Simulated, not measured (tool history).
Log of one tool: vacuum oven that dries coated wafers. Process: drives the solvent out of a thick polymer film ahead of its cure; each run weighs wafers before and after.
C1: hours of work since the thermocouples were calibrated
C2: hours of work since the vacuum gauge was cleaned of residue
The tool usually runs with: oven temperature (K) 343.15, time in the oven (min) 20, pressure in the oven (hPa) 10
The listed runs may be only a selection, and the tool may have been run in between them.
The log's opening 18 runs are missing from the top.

{"run": 19, "hour": 253.2, "oven temperature (K)": 342.15, "time in the oven (min)": 20, "pressure in the oven (hPa)": 10, "C1": 642, "C2": 475, "solvent left in the film (%)": 1.73}
{"run": 20, "hour": 262.6, "oven temperature (K)": 343.15, "time in the oven (min)": 20, "pressure in the oven (hPa)": 10, "C1": 648, "C2": 482, "solvent left in the film (%)": 1.64}
{"run": 21, "hour": 275.7, "oven temperature (K)": 343.15, "time in the oven (min)": 20, "pressure in the oven (hPa)": 10, "C1": 656, "C2": 490, "solvent left in the film (%)": 1.62}
{"run": 22, "hour": 289.3, "oven temperature (K)": 343.15, "time in the oven (min)": 20, "pressure in the oven (hPa)": 12.8, "C1": 665, "C2": 499, "solvent left in the film (%)": 1.86}
{"run": 23, "hour": 303.2, "oven temperature (K)": 343.15, "time in the oven (min)": 10, "pressure in the oven (hPa)": 8.4, "C1": 674, "C2": 508, "solvent left in the film (%)": 3.86}
{"run": 24, "hour": 323.4, "oven temperature (K)": 343.15, "time in the oven (min)": 19, "pressure in the oven (hPa)": 21.7, "C1": 687, "C2": 521, "solvent left in the film (%)": 2.71}
{"run": 25, "hour": 340.1, "oven temperature (K)": 334.15, "time in the oven (min)": 13, "pressure in the oven (hPa)": 19.4, "C1": 698, "C2": 532, "solvent left in the film (%)": 6.92}
{"run": 26, "hour": 358.5, "oven temperature (K)": 334.15, "time in the oven (min)": 13, "pressure in the oven (hPa)": 19.4, "C1": 710, "C2": 544, "solvent left in the film (%)": 7.14}
{"run": 27, "hour": 379.1, "oven temperature (K)": 334.15, "time in the oven (min)": 13, "pressure in the oven (hPa)": 31.7, "C1": 724, "C2": 558, "solvent left in the film (%)": 7.9}
{"run": 28, "hour": 396.1, "oven temperature (K)": 348.15, "time in the oven (min)": 20, "pressure in the oven (hPa)": 10, "C1": 735, "C2": 569, "solvent left in the film (%)": 0.95}
{"run": 29, "hour": 413.4, "oven temperature (K)": 348.15, "time in the oven (min)": 20, "pressure in the oven (hPa)": 10, "C1": 746, "C2": 580, "solvent left in the film (%)": 1.04}
{"run": 30, "hour": 432.6, "oven temperature (K)": 348.15, "time in the oven (min)": 20, "pressure in the oven (hPa)": 10, "C1": 759, "C2": 593, "solvent left in the film (%)": 1.05}

The next listed run, before its measurement:
{"run": 31, "hour": 447.1, "oven temperature (K)": 348.15, "time in the oven (min)": 20, "pressure in the oven (hPa)": 10, "C1": 768, "C2": 602, "solvent left in the film (%)": "?"}

{"run 31": {"solvent left in the film (%)": 0.92}}
With no hidden state in the tool, this same run would have given solvent left in the film (%) 0.88.

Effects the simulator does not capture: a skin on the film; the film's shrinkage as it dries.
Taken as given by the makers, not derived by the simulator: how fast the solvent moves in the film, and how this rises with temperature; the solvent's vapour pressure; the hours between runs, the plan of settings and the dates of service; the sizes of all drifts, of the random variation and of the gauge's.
